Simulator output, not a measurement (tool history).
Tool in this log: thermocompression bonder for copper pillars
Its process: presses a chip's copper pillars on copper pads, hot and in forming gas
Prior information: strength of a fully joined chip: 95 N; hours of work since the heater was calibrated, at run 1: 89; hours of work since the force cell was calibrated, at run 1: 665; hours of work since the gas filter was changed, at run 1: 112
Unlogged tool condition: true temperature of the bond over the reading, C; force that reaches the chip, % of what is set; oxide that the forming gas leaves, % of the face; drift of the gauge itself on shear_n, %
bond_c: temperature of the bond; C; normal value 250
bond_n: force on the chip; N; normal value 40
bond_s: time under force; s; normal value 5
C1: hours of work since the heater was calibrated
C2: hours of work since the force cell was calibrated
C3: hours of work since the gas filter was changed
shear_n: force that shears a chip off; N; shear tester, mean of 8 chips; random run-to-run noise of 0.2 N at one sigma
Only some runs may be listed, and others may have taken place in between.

{"run": 1, "day": 0.0, "bond_c": 250, "bond_n": 40, "bond_s": 5, "C1": 89, "C2": 665, "C3": 112, "shear_n": 47.8}
{"run": 2, "day": 0.529, "bond_c": 250, "bond_n": 37, "bond_s": 5, "C1": 98, "C2": 675, "C3": 122, "shear_n": 45.9}
{"run": 3, "day": 1.221, "bond_c": 250, "bond_n": 37, "bond_s": 5, "C1": 110, "C2": 687, "C3": 134, "shear_n": 45.6}
{"run": 4, "day": 1.812, "bond_c": 250, "bond_n": 37, "bond_s": 5, "C1": 121, "C2": 697, "C3": 144, "shear_n": 45.7}
{"run": 5, "day": 2.258, "bond_c": 250, "bond_n": 37, "bond_s": 5, "C1": 128, "C2": 705, "C3": 152, "shear_n": 45.7}
{"run": 6, "day": 3.121, "bond_c": 250, "bond_n": 37, "bond_s": 5, "C1": 143, "C2": 720, "C3": 167, "shear_n": 45.4}
{"run": 7, "day": 4.1, "bond_c": 250, "bond_n": 37, "bond_s": 5, "C1": 160, "C2": 737, "C3": 184, "shear_n": 45.8}
{"day": 4.175, "done": "forming gas filter changed"}
{"run": 8, "day": 5.004, "bond_c": 250, "bond_n": 40, "bond_s": 5, "C1": 176, "C2": 752, "C3": 14, "shear_n": 47.8}
{"run": 9, "day": 5.867, "bond_c": 250, "bond_n": 40, "bond_s": 5, "C1": 191, "C2": 767, "C3": 30, "shear_n": 48.0}
{"run": 10, "day": 6.733, "bond_c": 250, "bond_n": 40, "bond_s": 5, "C1": 206, "C2": 782, "C3": 45, "shear_n": 48.1}
{"run": 11, "day": 7.533, "bond_c": 250, "bond_n": 40, "bond_s": 5, "C1": 220, "C2": 796, "C3": 59, "shear_n": 48.4}
{"run": 12, "day": 8.254, "bond_c": 250, "bond_n": 40, "bond_s": 5, "C1": 233, "C2": 809, "C3": 71, "shear_n": 48.0}
{"run": 13, "day": 8.988, "bond_c": 250, "bond_n": 40, "bond_s": 5, "C1": 245, "C2": 822, "C3": 84, "shear_n": 48.1}
{"run": 14, "day": 9.762, "bond_c": 250, "bond_n": 40, "bond_s": 5, "C1": 259, "C2": 835, "C3": 97, "shear_n": 48.3}
{"day": 10.012, "done": "force cell calibrated"}
{"run": 15, "day": 10.708, "bond_c": 250, "bond_n": 40, "bond_s": 5, "C1": 274, "C2": 12, "C3": 113, "shear_n": 48.2}
{"run": 16, "day": 11.642, "bond_c": 250, "bond_n": 40, "bond_s": 5, "C1": 290, "C2": 28, "C3": 129, "shear_n": 48.3}
{"run": 17, "day": 12.404, "bond_c": 250, "bond_n": 40, "bond_s": 5, "C1": 304, "C2": 42, "C3": 142, "shear_n": 48.2}
{"run": 18, "day": 13.021, "bond_c": 250, "bond_n": 40, "bond_s": 10, "C1": 314, "C2": 52, "C3": 153, "shear_n": 60.7}
{"run": 19, "day": 13.604, "bond_c": 250, "bond_n": 40, "bond_s": 10, "C1": 325, "C2": 63, "C3": 163, "shear_n": 60.6}
{"run": 20, "day": 14.058, "bond_c": 250, "bond_n": 40, "bond_s": 10, "C1": 333, "C2": 70, "C3": 171, "shear_n": 60.8}
{"day": 14.862, "done": "forming gas filter changed"}
{"run": 21, "day": 14.983, "bond_c": 229, "bond_n": 40, "bond_s": 14, "C1": 348, "C2": 86, "C3": 2, "shear_n": 54.2}
{"day": 15.392, "done": "gauge calibrated"}
{"run": 22, "day": 15.85, "bond_c": 229, "bond_n": 40, "bond_s": 14, "C1": 363, "C2": 101, "C3": 17, "shear_n": 52.7}
{"run": 23, "day": 16.808, "bond_c": 226, "bond_n": 40, "bond_s": 14, "C1": 380, "C2": 118, "C3": 34, "shear_n": 51.6}
{"run": 24, "day": 17.792, "bond_c": 235, "bond_n": 52, "bond_s": 14, "C1": 397, "C2": 135, "C3": 51, "shear_n": 64.3}
{"run": 25, "day": 18.592, "bond_c": 235, "bond_n": 52, "bond_s": 14, "C1": 411, "C2": 149, "C3": 65, "shear_n": 64.1}
{"run": 26, "day": 19.562, "bond_c": 250, "bond_n": 40, "bond_s": 7, "C1": 428, "C2": 166, "C3": 82, "shear_n": 53.5}
{"run": 27, "day": 20.142, "bond_c": 248, "bond_n": 49, "bond_s": 6, "C1": 438, "C2": 176, "C3": 92, "shear_n": 55.5}
{"run": 28, "day": 20.604, "bond_c": 277, "bond_n": 58, "bond_s": 7, "C1": 446, "C2": 184, "C3": 100, "shear_n": 78.5}
{"run": 29, "day": 21.012, "bond_c": 277, "bond_n": 58, "bond_s": 7, "C1": 453, "C2": 191, "C3": 107, "shear_n": 78.1}
{"run": 30, "day": 21.633, "bond_c": 277, "bond_n": 33, "bond_s": 7, "C1": 464, "C2": 202, "C3": 118, "shear_n": 63.2}
{"run": 31, "day": 22.258, "bond_c": 277, "bond_n": 33, "bond_s": 7, "C1": 475, "C2": 213, "C3": 129, "shear_n": 62.9}
{"run": 32, "day": 22.779, "bond_c": 226, "bond_n": 40, "bond_s": 5, "C1": 484, "C2": 222, "C3": 138, "shear_n": 35.3}
{"run": 33, "day": 23.575, "bond_c": 233, "bond_n": 40, "bond_s": 9, "C1": 498, "C2": 236, "C3": 152, "shear_n": 48.4}
{"run": 34, "day": 24.283, "bond_c": 233, "bond_n": 40, "bond_s": 9, "C1": 510, "C2": 248, "C3": 164, "shear_n": 47.9}
{"run": 35, "day": 24.933, "bond_c": 255, "bond_n": 28, "bond_s": 4, "C1": 522, "C2": 260, "C3": 175, "shear_n": 38.5}
{"day": 25.508, "done": "forming gas filter changed"}
{"run": 36, "day": 25.667, "bond_c": 230, "bond_n": 28, "bond_s": 10, "C1": 534, "C2": 272, "C3": 3, "shear_n": 39.3}
{"run": 37, "day": 26.412, "bond_c": 250, "bond_n": 48, "bond_s": 5, "C1": 547, "C2": 285, "C3": 16, "shear_n": 53.2}
{"run": 38, "day": 27.112, "bond_c": 250, "bond_n": 48, "bond_s": 5, "C1": 559, "C2": 297, "C3": 28, "shear_n": 54.1}
{"run": 39, "day": 27.571, "bond_c": 274, "bond_n": 39, "bond_s": 13, "C1": 567, "C2": 305, "C3": 36, "shear_n": 77.0}
{"run": 40, "day": 28.317, "bond_c": 274, "bond_n": 51, "bond_s": 13, "C1": 580, "C2": 318, "C3": 49, "shear_n": 84.1}

Hidden state at the last listed run before each entry between runs and at the first one after, where it differs:
After run 7, before run 8: forming gas filter changed (day 4.175)
  oxide that the forming gas leaves, % of the face: 0.63 -> 0.51; drift of the gauge itself on shear_n, %: 0.75 -> 0.92
  measured result minus the result with no hidden state, shear_n: +0.3 -> +0.4 N
After run 14, before run 15: force cell calibrated (day 10.012)
  force that reaches the chip, % of what is set: 99.9 -> 100; oxide that the forming gas leaves, % of the face: 0.57 -> 0.58; drift of the gauge itself on shear_n, %: 1.79 -> 1.96
  measured result minus the result with no hidden state, shear_n: +0.8 -> +0.9 N
After run 20, before run 21: forming gas filter changed (day 14.862)
  oxide that the forming gas leaves, % of the face: 0.62 -> 0.5; drift of the gauge itself on shear_n, %: 2.57 -> 2.74
  measured result minus the result with no hidden state, shear_n: +1.5 -> +1.5 N
After run 21, before run 22: gauge calibrated (day 15.392)
  oxide that the forming gas leaves, % of the face: 0.5 -> 0.51; drift of the gauge itself on shear_n, %: 2.74 -> 0.08
  measured result minus the result with no hidden state, shear_n: +1.5 -> +0.0 N
After run 35, before run 36: forming gas filter changed (day 25.508)
  force that reaches the chip, % of what is set: 100 -> 99.9; oxide that the forming gas leaves, % of the face: 0.62 -> 0.5; drift of the gauge itself on shear_n, %: 1.76 -> 1.89
  measured result minus the result with no hidden state, shear_n: +0.7 -> +0.7 N

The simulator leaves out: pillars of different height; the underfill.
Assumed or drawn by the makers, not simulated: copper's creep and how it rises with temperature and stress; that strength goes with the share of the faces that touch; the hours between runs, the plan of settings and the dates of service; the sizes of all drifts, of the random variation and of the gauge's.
